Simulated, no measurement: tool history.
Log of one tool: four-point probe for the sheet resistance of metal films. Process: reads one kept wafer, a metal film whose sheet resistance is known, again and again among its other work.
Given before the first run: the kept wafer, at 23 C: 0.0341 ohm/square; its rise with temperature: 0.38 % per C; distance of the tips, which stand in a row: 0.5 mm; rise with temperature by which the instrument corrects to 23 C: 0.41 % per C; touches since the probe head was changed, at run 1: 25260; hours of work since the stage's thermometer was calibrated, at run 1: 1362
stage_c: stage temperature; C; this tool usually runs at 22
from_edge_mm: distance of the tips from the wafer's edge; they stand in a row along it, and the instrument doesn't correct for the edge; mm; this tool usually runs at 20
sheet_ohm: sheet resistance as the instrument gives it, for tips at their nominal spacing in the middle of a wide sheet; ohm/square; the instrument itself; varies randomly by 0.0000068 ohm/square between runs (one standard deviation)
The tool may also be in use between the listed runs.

run,hour,stage_c,from_edge_mm,touches since the probe head was changed,hours of work since the stage's thermometer was calibrated,sheet_ohm
1,0.0,22,20,25260,1362,0.034111
2,47.0,22,20,26569,1399,0.034110
3,106.3,22,20,28217,1446,0.034101
4,190.5,27,20,30562,1512,0.034066
5,266.5,22,25,32677,1571,0.034113
6,304.8,22,5,33741,1601,0.034280
7,344.9,22,24,34858,1633,0.034115
8,428.6,28,20,37187,1698,0.034054
9,485.0,22,20,38756,1743,0.034105
10,573.1,33,20,41208,1812,0.033994
11,643.5,22,20,43168,1867,0.034099
12,701.0,22,20,44766,1912,0.034104
13,745.1,22,15,45995,1947,0.034103
14,799.4,34,15,47506,1989,0.033994
15,889.9,34,15,50023,2060,0.033976
16,930.0,34,15,51140,2092,0.033974
17,966.8,34,15,52162,2121,0.033990
18,1050.8,34,4,54501,2187,0.034228
19,1108.6,34,4,56110,2232,0.034228
20,1164.1,34,4,57653,2275,0.034232
21,1210.6,34,4,58947,2312,0.034229
22,1282.8,34,4,60957,2369,0.034231
23,1333.2,34,4,62359,2408,0.034233
# hour 1339.0: stage's thermometer calibrated
24,1388.2,27,7,63877,39,0.034181
25,1459.5,27,20,65859,94,0.034093
26,1531.9,18,4,67874,151,0.034464
27,1618.4,18,4,70282,219,0.034452
28,1708.7,18,6,72795,290,0.034293
# hour 1715.0: stage's thermometer calibrated, once more
29,1768.0,34,22,74429,42,0.033817
30,1846.5,34,22,76615,103,0.033804
31,1925.4,34,22,78812,165,0.033808
32,2012.1,34,22,81224,233,0.033813
33,2069.7,20,52,82825,278,0.033925
34,2113.3,32,52,84040,312,0.033822
35,2171.9,32,36,85670,358,0.033818
36,2262.8,32,54,88200,430,0.033805
37,2333.4,30,10,90165,485,0.033865
38,2409.2,30,10,92272,545,0.033870
39,2466.6,30,10,93871,590,0.033865
40,2531.8,30,10,95685,641,0.033874
41,2571.7,30,4,96796,672,0.034107
42,2627.0,19,26,98335,715,0.033927
43,2698.3,19,26,100319,771,0.033911
44,2752.6,30,5,101828,814,0.033984
45,2842.0,29,5,104316,884,0.033992

How would selected steps in sheet_ohm from run to run divide? Give the signed amount a tool lacking its hidden state would still show from settings, what came in and random variation, and the signed amount left for the hidden state, including any gauge scatter that is not in both of the compared results.
The hidden state here: inner tips' distance over the nominal, %; tips' flats over new ones', %; wafer's true temperature over the reading, C; drift of the gauge itself on sheet_ohm, %.
Run 13 -> 14: stage_c 22 -> 34. sheet_ohm -0.000109 ohm/square: hidden state -0.000007, all else -0.000102.
Run 17 -> 18: from_edge_mm 15 -> 4. sheet_ohm +0.000238 ohm/square: hidden state -0.000003, all else +0.000241.
Run 23 -> 24: stage_c 34 -> 27, from_edge_mm 4 -> 7, stage's thermometer calibrated. sheet_ohm -0.000052 ohm/square: hidden state +0.000074, all else -0.000126.
Run 25 -> 26: stage_c 27 -> 18, from_edge_mm 20 -> 4. sheet_ohm +0.000371 ohm/square: hidden state +0.000005, all else +0.000366.
Run 28 -> 29: stage_c 18 -> 34, from_edge_mm 6 -> 22, stage's thermometer calibrated, once more. sheet_ohm -0.000476 ohm/square: hidden state -0.000211, all else -0.000265.

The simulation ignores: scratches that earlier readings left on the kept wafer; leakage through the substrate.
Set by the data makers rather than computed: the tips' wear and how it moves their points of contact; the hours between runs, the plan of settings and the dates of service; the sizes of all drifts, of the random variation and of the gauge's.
